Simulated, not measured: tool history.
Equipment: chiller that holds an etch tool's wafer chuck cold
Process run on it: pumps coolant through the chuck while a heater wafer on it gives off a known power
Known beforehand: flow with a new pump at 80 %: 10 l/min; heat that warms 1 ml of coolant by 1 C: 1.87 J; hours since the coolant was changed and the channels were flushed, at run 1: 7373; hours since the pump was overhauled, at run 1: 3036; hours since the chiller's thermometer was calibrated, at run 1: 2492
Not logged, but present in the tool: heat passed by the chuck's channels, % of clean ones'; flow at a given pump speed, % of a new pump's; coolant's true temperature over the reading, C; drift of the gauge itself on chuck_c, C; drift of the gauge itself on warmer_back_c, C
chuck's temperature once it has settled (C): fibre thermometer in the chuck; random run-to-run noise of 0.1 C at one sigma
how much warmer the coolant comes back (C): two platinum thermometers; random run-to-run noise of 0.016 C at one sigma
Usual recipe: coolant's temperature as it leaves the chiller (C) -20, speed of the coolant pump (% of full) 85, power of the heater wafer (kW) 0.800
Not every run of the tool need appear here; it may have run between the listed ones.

run      day  coolant's temperature as it leaves the chiller (C)  speed of the coolant pump (% of full)  power of the heater wafer (kW)  hours since the coolant was changed and the channels were flushed  hours since the pump was overhauled  hours since the chiller's thermometer was calibrated  chuck's temperature once it has settled (C)  how much warmer the coolant comes back (C)
  1    0.000                                                 -20                                     85                           0.800                                                               7373                                 3036                                                  2492                                        -13.3                                        2.39
  2    5.954                                                 -20                                     85                           0.800                                                               7516                                 3179                                                  2635                                        -13.3                                        2.44
  3    9.325                                                 -15                                     85                           0.800                                                               7597                                 3260                                                  2716                                         -8.2                                        2.45
  4   12.967                                                 -15                                     85                           0.800                                                               7684                                 3347                                                  2803                                         -8.1                                        2.44
  5   15.958                                                 -15                                     85                           0.800                                                               7756                                 3419                                                  2875                                         -8.2                                        2.45
  6   22.408                                                 -15                                     85                           0.800                                                               7911                                 3574                                                  3030                                         -8.2                                        2.45
  7   28.279                                                 -20                                     85                           0.800                                                               8052                                 3715                                                  3170                                        -13.1                                        2.45
  8   34.862                                                 -20                                     85                           0.800                                                               8210                                 3873                                                  3328                                        -13.3                                        2.46
  9   39.529                                                 -20                                     85                           0.800                                                               8322                                 3985                                                  3440                                        -13.3                                        2.45
      41.692  -- chiller's thermometer calibrated
 10   42.821                                                 -10                                     85                           0.800                                                               8400                                 4063                                                    27                                         -3.2                                        2.49
 11   48.500                                                 -10                                     85                           0.800                                                               8536                                 4199                                                   163                                         -3.2                                        2.51
 12   51.412                                                 -10                                     85                           0.800                                                               8606                                 4269                                                   233                                         -3.2                                        2.48
 13   57.617                                                 -10                                     85                           0.800                                                               8755                                 4418                                                   382                                         -3.1                                        2.54
 14   62.867                                                 -10                                     85                           0.800                                                               8881                                 4544                                                   508                                         -3.2                                        2.49
 15   68.746                                                 -10                                     85                           0.800                                                               9022                                 4685                                                   649                                         -3.2                                        2.53
 16   75.212                                                 -10                                     85                           0.800                                                               9177                                 4840                                                   804                                         -3.0                                        2.55
 17   78.804                                                 -10                                     85                           0.800                                                               9264                                 4926                                                   891                                         -3.3                                        2.50
      79.896  -- coolant changed, channels flushed
 18   84.288                                                 -24                                     72                           0.794                                                                105                                 5052                                                  1016                                        -16.3                                        2.95
 19   90.608                                                 -12                                     82                           0.794                                                                257                                 5203                                                  1168                                         -5.1                                        2.60
 20   95.392                                                 -12                                     82                           0.979                                                                372                                 5318                                                  1283                                         -3.4                                        3.20
 21  101.662                                                 -21                                     70                           0.820                                                                522                                 5469                                                  1433                                        -12.7                                        3.13
 22  105.367                                                 -20                                     61                           0.937                                                                611                                 5558                                                  1522                                         -9.5                                        4.10
 23  111.079                                                 -29                                     67                           0.774                                                                748                                 5695                                                  1659                                        -21.0                                        3.12
 24  116.021                                                 -17                                     66                           0.741                                                                867                                 5813                                                  1778                                         -9.1                                        3.04
 25  120.121                                                 -17                                     66                           0.741                                                                965                                 5912                                                  1876                                         -9.4                                        3.08
 26  124.108                                                 -20                                     70                           1.181                                                               1061                                 6007                                                  1972                                         -8.1                                        4.54
 27  129.150                                                 -20                                    100                           0.906                                                               1182                                 6128                                                  2093                                        -13.3                                        2.53
 28  135.117                                                 -13                                     63                           0.526                                                               1325                                 6272                                                  2236                                         -7.3                                        2.38
 29  140.617                                                 -13                                     81                           0.599                                                               1457                                 6404                                                  2368                                         -7.7                                        2.12
 30  144.217                                                 -16                                     85                           0.800                                                               1544                                 6490                                                  2455                                         -9.2                                        2.64
 31  147.367                                                 -27                                     79                           0.572                                                               1619                                 6566                                                  2530                                        -21.9                                        2.10

Predict each of these 3 candidate next runs independently; none follows another, all start after run 31:
  A  152.292                                                 -28                                     90                           0.510                                                               1738                                 6684                                                  2648                                            ?                                           ?
  B  152.292                                                 -14                                     99                           1.148                                                               1738                                 6684                                                  2648                                            ?                                           ?
  C  152.292                                                 -12                                     71                           0.800                                                               1738                                 6684                                                  2648                                            ?                                           ?

run  chuck's temperature once it has settled (C)  how much warmer the coolant comes back (C)
  A                                        -23.9                                        1.67
  B                                         -5.4                                        3.20
  C                                         -4.0                                        3.13
With no hidden state in the tool, these same runs would have given:
run  chuck's temperature once it has settled (C)  how much warmer the coolant comes back (C)
  A                                        -23.9                                        1.44
  B                                         -5.4                                        2.97
  C                                         -4.0                                        2.90

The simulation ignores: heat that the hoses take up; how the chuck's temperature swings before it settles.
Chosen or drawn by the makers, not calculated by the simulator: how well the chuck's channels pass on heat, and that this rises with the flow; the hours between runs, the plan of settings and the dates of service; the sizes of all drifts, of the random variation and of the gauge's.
